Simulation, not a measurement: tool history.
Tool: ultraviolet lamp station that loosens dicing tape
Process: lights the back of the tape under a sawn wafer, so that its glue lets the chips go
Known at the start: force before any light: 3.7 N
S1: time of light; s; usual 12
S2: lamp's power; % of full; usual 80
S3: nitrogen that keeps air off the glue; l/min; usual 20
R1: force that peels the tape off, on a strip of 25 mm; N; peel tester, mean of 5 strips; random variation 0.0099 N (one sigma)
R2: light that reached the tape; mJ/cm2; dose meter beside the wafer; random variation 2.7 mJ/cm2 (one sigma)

run	hour	S1	S2	S3	R1	R2
1	0	12	80	20	0.589	318
2	7.4	12	80	20	0.565	314
3	14.4	12	80	20	0.584	315
4	18.4	12	80	20	0.58	321
5	25	12	80	20	0.579	313
6	32.9	12	63	20	0.822	248
7	38.6	12	79	20	0.59	309
8	46.6	12	79	20	0.58	309
9	52.6	12	79	20	0.594	314
10	57.2	12	97	20	0.415	378
11	63.8	12	80	20	0.56	312
12	69.3	12	80	20	0.603	317
13	77.3	12	80	20	0.594	316
# hour 78.2: window cleaned of glue's vapour
14	85.3	12	80	20	0.613	300
15	92	12	80	27	0.541	298
16	96	11	80	27	0.639	275
# hour 101.2: window cleaned of glue's vapour, once more
17	104.7	12	80	20	0.455	352
18	108.9	12	70	20	0.581	313
19	118	12	81	20	0.465	357
20	122.4	12	81	20	0.464	357
21	126.4	12	81	20	0.458	360
22	131.4	12	81	20	0.463	357
23	138.5	8	81	8	1.356	238
24	142.4	8	81	8	1.355	238
25	150.8	15	65	12	0.635	351
26	155.2	15	93	8	0.467	509
27	158.9	12	93	20	0.358	404
28	164.7	21	70	20	0.199	535
29	172	8	96	14	0.847	281
30	179.2	7	62	10	1.841	158
31	184.4	7	69	12	1.553	174
32	191.4	7	69	12	1.521	180
33	195.2	18	83	12	0.286	550
34	202.3	18	83	12	0.284	542
35	207.9	6	92	8	1.586	200
36	216.4	7	80	12	1.336	198
37	223.6	7	80	14	1.223	199
38	228	8	63	21	1.233	183
39	233	12	93	20	0.364	397
40	240.3	18	75	20	0.248	482
41	249	18	75	20	0.25	486
42	255.1	18	75	20	0.255	487
43	263.2	22	79	23	0.132	630

Forecast each of these 3 alternatives for the next run:
A	271.7	7	67	7	?	?
B	271.7	9	61	20	?	?
C	271.7	15	79	23	?	?

run	R1	R2
A	1.823	169
B	1.156	197
C	0.292	428
Without the tool's hidden state the same runs would have given:
run	R1	R2
A	1.734	181
B	1.062	212
C	0.25	459
